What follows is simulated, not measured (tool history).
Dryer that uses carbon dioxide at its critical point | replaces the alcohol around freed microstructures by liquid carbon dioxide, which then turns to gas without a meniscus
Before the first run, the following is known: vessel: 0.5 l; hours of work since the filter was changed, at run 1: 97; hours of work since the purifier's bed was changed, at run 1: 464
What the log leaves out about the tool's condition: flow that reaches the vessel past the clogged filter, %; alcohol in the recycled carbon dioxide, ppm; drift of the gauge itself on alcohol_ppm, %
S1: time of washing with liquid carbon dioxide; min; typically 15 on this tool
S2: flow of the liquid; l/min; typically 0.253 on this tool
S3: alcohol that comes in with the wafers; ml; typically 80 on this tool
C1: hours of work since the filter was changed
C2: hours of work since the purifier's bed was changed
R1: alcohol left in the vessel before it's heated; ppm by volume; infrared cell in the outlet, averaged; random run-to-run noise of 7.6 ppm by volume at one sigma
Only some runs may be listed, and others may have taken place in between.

| run | hour | S1 | S2 | S3 | C1 | C2 | R1 |
|---|---|---|---|---|---|---|---|
| 1 | 0 | 15 | 0.253 | 80 | 97 | 464 | 513 |
| 2 | 21.3 | 15 | 0.253 | 80 | 109 | 477 | 534 |
| 3 | 44.7 | 15 | 0.253 | 80 | 124 | 491 | 544 |
| 4 | 69.1 | 15 | 0.253 | 80 | 139 | 506 | 548 |
| 5 | 86.3 | 15 | 0.253 | 21 | 149 | 516 | 203 |
| 6 | 107.7 | 15 | 0.253 | 21 | 162 | 529 | 200 |
| 7 | 124.9 | 11 | 0.253 | 80 | 173 | 540 | 2439 |
| 8 | 137.5 | 11 | 0.253 | 80 | 180 | 548 | 2445 |
| 9 | 156.2 | 11 | 0.253 | 80 | 192 | 559 | 2495 |
| 10 | 179.5 | 11 | 0.253 | 80 | 206 | 573 | 2588 |
| 11 | 199 | 11 | 0.253 | 80 | 218 | 585 | 2585 |
| 12 | 214.9 | 15 | 0.253 | 80 | 228 | 595 | 657 |
| 13 | 238 | 15 | 0.253 | 23 | 242 | 609 | 236 |
| 14 | 260.8 | 15 | 0.253 | 80 | 256 | 623 | 657 |
|  | 280.3 | inlet filter changed |
| 15 | 282.8 | 15 | 0.253 | 36 | 1 | 636 | 247 |
| 16 | 304.6 | 17 | 0.253 | 30 | 15 | 649 | 143 |
| 17 | 325.5 | 17 | 0.253 | 30 | 28 | 662 | 152 |
| 18 | 347.6 | 17 | 0.253 | 30 | 41 | 675 | 157 |
| 19 | 367.9 | 17 | 0.253 | 30 | 53 | 688 | 160 |
| 20 | 389.6 | 10 | 0.201 | 80 | 67 | 701 | 7167 |
| 21 | 413.8 | 10 | 0.201 | 80 | 81 | 716 | 7300 |
| 22 | 434.9 | 16 | 0.194 | 67 | 94 | 728 | 1232 |
| 23 | 452.1 | 20 | 0.4 | 28 | 105 | 739 | 93 |
| 24 | 464.7 | 18 | 0.324 | 91 | 112 | 747 | 122 |
| 25 | 475.2 | 14 | 0.324 | 91 | 119 | 753 | 253 |
| 26 | 496.7 | 22 | 0.175 | 91 | 132 | 766 | 639 |
| 27 | 511.9 | 15 | 0.345 | 80 | 141 | 775 | 154 |

Predict each of these 4 candidate next runs independently; none follows another, all start after run 27:
| A | 534.5 | 11 | 0.368 | 107 | 155 | 789 | ? |
| B | 534.5 | 13 | 0.345 | 61 | 155 | 789 | ? |
| C | 534.5 | 15 | 0.4 | 31 | 155 | 789 | ? |
| D | 534.5 | 18 | 0.372 | 22 | 155 | 789 | ? |

| run | R1 |
|---|---|
| A | 518 |
| B | 220 |
| C | 101 |
| D | 103 |
Without the tool's unlogged condition, the same runs would have read:
| run | R1 |
|---|---|
| A | 313 |
| B | 88 |
| C | 2 |
| D | 2 |

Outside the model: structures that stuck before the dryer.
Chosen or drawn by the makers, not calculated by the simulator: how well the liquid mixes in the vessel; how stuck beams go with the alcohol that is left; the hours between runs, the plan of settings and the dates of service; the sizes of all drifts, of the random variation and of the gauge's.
